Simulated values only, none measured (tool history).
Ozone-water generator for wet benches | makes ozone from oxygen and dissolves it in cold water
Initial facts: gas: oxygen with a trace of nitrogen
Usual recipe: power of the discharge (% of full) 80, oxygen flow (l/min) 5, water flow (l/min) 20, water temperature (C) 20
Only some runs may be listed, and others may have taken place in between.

run	hour	power of the discharge (% of full)	oxygen flow (l/min)	water flow (l/min)	water temperature (C)	dissolved ozone (ppm)	ozone in the gas ahead of the water (g/m3)
1	0	80	5	20	20	16.1	209.3
2	25.6	80	5	20	20	16	209.5
3	71	80	5	20	20	16.2	208.2
4	119.7	80	5	20	20	16.2	209.9
5	170.3	80	5	12	20	22.6	206
6	196.1	80	5	20	19	16.4	207.7
7	237.5	99	5	20	20	19	248.2
8	284.9	80	7.02	20	20	16	174.3
9	312.9	49	5	20	20	10.5	138.9
10	357.1	49	5	20	20	10.8	138.5
11	398.4	80	5	20	20	15.9	208
12	432.9	80	5	20	20	15.8	206.6
13	474.1	80	5	20	20	15.8	203.4
14	511.7	80	5	20	20	15.7	206.4
15	561.5	80	5	20	20	16.1	206.3
16	586.5	80	5	20	20	15.9	206.5
17	617.1	76	5.77	13	17	21.1	180.7
18	667.5	44	5.77	13	24	11.9	116
19	701.7	68	3.97	23	23	11.8	204.7
20	725.2	68	3.97	23	23	11.8	201.7
# hour 729.4: water thermometer calibrated
21	769.3	68	3.97	19	13	15.2	203.2
22	816.2	80	3.12	23	22	13	262.3
23	860.9	80	8	19	21	15.4	160.3
24	888.8	83	8	20	13	17.9	163.9
25	914.8	80	3.58	14	20	20.1	242.2
26	948.7	80	3.58	14	20	20	242.2
# hour 952.2: water thermometer calibrated, once more
27	982.1	80	3.58	14	20	20.3	241.7
28	1006.1	80	5	18	20	16.7	204.2
29	1050.7	80	3.09	20	17	15.4	261.2
30	1085.5	80	3.09	20	17	15.3	263.1
31	1113.8	80	4.85	20	17	16	204.7
32	1134.5	44	4.85	25	12	8.8	126.4

Measured result minus the same run's result without the hidden state. Both carry the same run-to-run variation, though not necessarily the same gauge scatter:
Hidden conditions of the tool in this case: yield of the discharge, % of new electrodes'; contactor's efficiency, % of a clean one's; true water temperature over the reading, C; drift of the gauge itself on ozone_ppm, %; drift of the gauge itself on gas_g_m3, %.
run	dissolved ozone (ppm)	ozone in the gas ahead of the water (g/m3)
1	-0.5	-4.8
2	-0.5	-5
3	-0.5	-5.2
4	-0.5	-5.5
5	-0.8	-5.7
6	-0.6	-5.8
7	-0.9	-8.4
8	-0.7	-5.3
9	-0.3	-2.7
10	-0.3	-2.9
11	-0.7	-7
12	-0.8	-7.1
13	-0.8	-7.2
14	-0.8	-7.5
15	-0.8	-7.8
16	-0.9	-8
17	-1.1	-6.9
18	-0.5	-2.6
19	-0.7	-7.4
20	-0.7	-7.5
21	-0.9	-7.7
22	-0.8	-11.7
23	-1.1	-7.3
24	-1.2	-7.9
25	-1.4	-11.4
26	-1.4	-11.6
27	-1.4	-11.9
28	-1.2	-10.1
29	-1.1	-13.2
30	-1.2	-13.6
31	-1.2	-10.8
32	-0.5	-3.7

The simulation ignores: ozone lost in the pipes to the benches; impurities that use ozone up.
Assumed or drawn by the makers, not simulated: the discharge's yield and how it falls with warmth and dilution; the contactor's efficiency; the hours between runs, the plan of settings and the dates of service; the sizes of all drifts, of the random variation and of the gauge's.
